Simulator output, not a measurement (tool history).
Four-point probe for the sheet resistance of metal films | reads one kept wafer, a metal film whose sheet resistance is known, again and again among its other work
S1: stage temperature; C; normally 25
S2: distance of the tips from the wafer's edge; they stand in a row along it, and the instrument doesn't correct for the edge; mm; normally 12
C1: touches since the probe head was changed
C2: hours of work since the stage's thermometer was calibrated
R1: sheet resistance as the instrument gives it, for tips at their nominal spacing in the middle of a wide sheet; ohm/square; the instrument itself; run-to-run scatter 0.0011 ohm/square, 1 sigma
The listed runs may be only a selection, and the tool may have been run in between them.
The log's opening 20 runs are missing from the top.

Run 21, hour 1231.3: usual settings; C1 84369; C2 554. Result: R1 5.611528 ohm/square.
Run 22, hour 1299.3: usual settings; C1 86525; C2 601. Result: R1 5.610803 ohm/square.
Run 23, hour 1371.5: usual settings; C1 88810; C2 650. Result: R1 5.609328 ohm/square.
Run 24, hour 1455.7: usual settings but S2 28 mm; C1 91480; C2 707. Result: R1 5.605776 ohm/square.
Run 25, hour 1531.3: usual settings but S1 26 C, S2 27 mm; C1 93872; C2 758. Result: R1 5.601606 ohm/square.
Run 26, hour 1613.1: usual settings but S1 33 C, S2 26 mm; C1 96464; C2 814. Result: R1 5.587251 ohm/square.
Run 27, hour 1685.6: usual settings but S1 26 C, S2 8 mm; C1 98761; C2 863. Result: R1 5.611888 ohm/square.
Run 28, hour 1737.3: usual settings but S1 23 C, S2 19 mm; C1 100398; C2 898. Result: R1 5.608286 ohm/square.
Run 29, hour 1797: usual settings but S1 23 C, S2 19 mm; C1 102290; C2 939. Result: R1 5.607053 ohm/square.
Run 30, hour 1874.6: usual settings but S1 31 C, S2 32 mm; C1 104749; C2 991. Result: R1 5.586443 ohm/square.
Run 31, hour 1958.4: usual settings but S1 24 C, S2 6 mm; C1 107403; C2 1048. Result: R1 5.620293 ohm/square.
Run 32, hour 2032.2: usual settings but S1 26 C, S2 30 mm; C1 109740; C2 1098. Result: R1 5.596493 ohm/square.
Run 33, hour 2095.4: usual settings but S1 22 C, S2 30 mm; C1 111743; C2 1141. Result: R1 5.60367 ohm/square.
Run 34, hour 2159.6: usual settings but S1 31 C, S2 10 mm; C1 113777; C2 1185. Result: R1 5.588779 ohm/square.
Run 35, hour 2220.9: usual settings but S1 22 C, S2 37 mm; C1 115719; C2 1227. Result: R1 5.603281 ohm/square.
Run 36, hour 2268.5: usual settings but S1 22 C, S2 10 mm; C1 117225; C2 1259. Result: R1 5.6103 ohm/square.
Run 37, hour 2336.9: usual settings but S1 22 C, S2 10 mm; C1 119393; C2 1305. Result: R1 5.609709 ohm/square.
Run 38, hour 2401.4: usual settings but S1 23 C, S2 29 mm; C1 121435; C2 1349. Result: R1 5.600042 ohm/square.
Run 39, hour 2437.5: usual settings but S1 23 C, S2 17 mm; C1 122580; C2 1374. Result: R1 5.600753 ohm/square.
Run 40, hour 2484: usual settings but S2 3 mm; C1 124052; C2 1405. Result: R1 5.675593 ohm/square.
Run 41, hour 2541.6: usual settings but S2 3 mm; C1 125879; C2 1444. Result: R1 5.673244 ohm/square.
Run 42, hour 2615.1: usual settings but S2 3 mm; C1 128205; C2 1494. Result: R1 5.675498 ohm/square.
Run 43, hour 2667.2: usual settings but S1 23 C, S2 19 mm; C1 129858; C2 1530. Result: R1 5.598852 ohm/square.
Run 44, hour 2726.1: usual settings but S1 22 C, S2 10 mm; C1 131721; C2 1570. Result: R1 5.605854 ohm/square.

4 ways to go on from here, each from the tool as it stands after run 44. What would each give?
Run A, hour 2785: usual settings but S1 33 C, S2 14 mm; C1 133588; C2 1610. Result: R1 ?.
Run B, hour 2785: usual settings but S1 21 C, S2 5 mm; C1 133588; C2 1610. Result: R1 ?.
Run C, hour 2785: usual settings but S2 9 mm; C1 133588; C2 1610. Result: R1 ?.
Run D, hour 2785: usual settings but S1 29 C, S2 4 mm; C1 133588; C2 1610. Result: R1 ?.

run        R1
  A  5.577608
  B  5.629212
  C   5.60115
  D  5.627112
Take away the tool's hidden state, keep each run's random variation, and the runs would have read:
run        R1
  A  5.638825
  B   5.69067
  C  5.662424
  D  5.688734
